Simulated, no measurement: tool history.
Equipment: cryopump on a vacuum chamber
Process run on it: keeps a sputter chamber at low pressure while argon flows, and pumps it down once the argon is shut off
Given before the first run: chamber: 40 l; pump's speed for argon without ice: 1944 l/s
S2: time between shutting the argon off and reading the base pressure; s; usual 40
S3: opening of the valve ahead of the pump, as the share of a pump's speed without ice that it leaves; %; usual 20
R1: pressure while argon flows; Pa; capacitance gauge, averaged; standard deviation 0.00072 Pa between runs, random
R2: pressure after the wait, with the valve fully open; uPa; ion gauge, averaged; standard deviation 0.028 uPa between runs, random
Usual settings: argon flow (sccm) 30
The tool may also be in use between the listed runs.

{"run": 1, "hour": 0.0, "argon flow (sccm)": 30, "S2": 40, "S3": 20, "R1": 0.1314, "R2": 2.54}
{"run": 2, "hour": 16.1, "argon flow (sccm)": 30, "S2": 40, "S3": 20, "R1": 0.1307, "R2": 2.56}
{"run": 3, "hour": 31.3, "argon flow (sccm)": 30, "S2": 40, "S3": 20, "R1": 0.1309, "R2": 2.49}
{"run": 4, "hour": 43.3, "argon flow (sccm)": 30, "S2": 40, "S3": 20, "R1": 0.1314, "R2": 2.6}
{"run": 5, "hour": 59.2, "argon flow (sccm)": 30, "S2": 40, "S3": 20, "R1": 0.1313, "R2": 2.53}
{"run": 6, "hour": 74.1, "argon flow (sccm)": 30, "S2": 40, "S3": 20, "R1": 0.1317, "R2": 2.57}
{"run": 7, "hour": 89.0, "argon flow (sccm)": 19, "S2": 40, "S3": 20, "R1": 0.084, "R2": 2.61}
{"run": 8, "hour": 103.9, "argon flow (sccm)": 30, "S2": 40, "S3": 20, "R1": 0.1315, "R2": 2.55}
{"run": 9, "hour": 119.9, "argon flow (sccm)": 30, "S2": 40, "S3": 57, "R1": 0.0466, "R2": 2.62}
{"run": 10, "hour": 134.3, "argon flow (sccm)": 30, "S2": 40, "S3": 57, "R1": 0.0463, "R2": 2.57}
{"run": 11, "hour": 148.5, "argon flow (sccm)": 30, "S2": 114, "S3": 20, "R1": 0.1308, "R2": 1.86}
{"run": 12, "hour": 159.1, "argon flow (sccm)": 12, "S2": 114, "S3": 20, "R1": 0.053, "R2": 1.87}
{"run": 13, "hour": 167.6, "argon flow (sccm)": 30, "S2": 40, "S3": 27, "R1": 0.098, "R2": 2.62}
{"run": 14, "hour": 174.8, "argon flow (sccm)": 30, "S2": 40, "S3": 20, "R1": 0.1326, "R2": 2.54}
{"run": 15, "hour": 186.1, "argon flow (sccm)": 30, "S2": 40, "S3": 20, "R1": 0.131, "R2": 2.7}
{"run": 16, "hour": 201.5, "argon flow (sccm)": 15, "S2": 40, "S3": 20, "R1": 0.0672, "R2": 2.63}
{"run": 17, "hour": 208.2, "argon flow (sccm)": 30, "S2": 40, "S3": 20, "R1": 0.132, "R2": 2.72}
{"run": 18, "hour": 220.1, "argon flow (sccm)": 18, "S2": 299, "S3": 16, "R1": 0.0984, "R2": 1.71}
{"run": 19, "hour": 233.7, "argon flow (sccm)": 18, "S2": 299, "S3": 16, "R1": 0.0985, "R2": 1.7}
{"run": 20, "hour": 244.4, "argon flow (sccm)": 17, "S2": 21, "S3": 16, "R1": 0.0928, "R2": 3.69}
{"run": 21, "hour": 252.4, "argon flow (sccm)": 14, "S2": 21, "S3": 16, "R1": 0.0773, "R2": 3.52}
{"run": 22, "hour": 268.1, "argon flow (sccm)": 14, "S2": 159, "S3": 21, "R1": 0.0588, "R2": 1.82}
{"run": 23, "hour": 276.0, "argon flow (sccm)": 16, "S2": 48, "S3": 45, "R1": 0.0324, "R2": 2.42}
{"run": 24, "hour": 287.7, "argon flow (sccm)": 37, "S2": 108, "S3": 19, "R1": 0.1719, "R2": 1.97}
{"run": 25, "hour": 295.1, "argon flow (sccm)": 37, "S2": 108, "S3": 15, "R1": 0.2164, "R2": 1.95}
{"run": 26, "hour": 304.8, "argon flow (sccm)": 37, "S2": 108, "S3": 15, "R1": 0.2171, "R2": 1.98}
{"run": 27, "hour": 314.3, "argon flow (sccm)": 23, "S2": 44, "S3": 43, "R1": 0.0474, "R2": 2.59}
{"run": 28, "hour": 330.3, "argon flow (sccm)": 23, "S2": 44, "S3": 43, "R1": 0.0482, "R2": 2.6}
{"run": 29, "hour": 346.3, "argon flow (sccm)": 57, "S2": 259, "S3": 47, "R1": 0.109, "R2": 1.77}
{"run": 30, "hour": 355.5, "argon flow (sccm)": 13, "S2": 171, "S3": 27, "R1": 0.0431, "R2": 1.81}
{"run": 31, "hour": 367.9, "argon flow (sccm)": 22, "S2": 31, "S3": 42, "R1": 0.048, "R2": 3.09}
{"run": 32, "hour": 377.8, "argon flow (sccm)": 30, "S2": 31, "S3": 43, "R1": 0.0639, "R2": 2.99}
{"run": 33, "hour": 392.2, "argon flow (sccm)": 24, "S2": 46, "S3": 34, "R1": 0.0635, "R2": 2.51}

4 options for the next run, each taken on its own from the tool as it stands now. Forecast them:
{"run": "A", "hour": 405.9, "argon flow (sccm)": 16, "S2": 115, "S3": 27, "R1": "?", "R2": "?"}
{"run": "B", "hour": 405.9, "argon flow (sccm)": 12, "S2": 140, "S3": 17, "R1": "?", "R2": "?"}
{"run": "C", "hour": 405.9, "argon flow (sccm)": 28, "S2": 197, "S3": 25, "R1": "?", "R2": "?"}
{"run": "D", "hour": 405.9, "argon flow (sccm)": 27, "S2": 77, "S3": 51, "R1": "?", "R2": "?"}

run=A R1=0.0529 R2=1.95
run=B R1=0.0629 R2=1.91
run=C R1=0.0997 R2=1.86
run=D R1=0.0478 R2=2.15
Take away the tool's hidden state, keep each run's random variation, and the runs would have read:
run=A R1=0.0516 R2=0.51
run=B R1=0.0619 R2=0.46
run=C R1=0.0973 R2=0.38
run=D R1=0.0455 R2=0.70
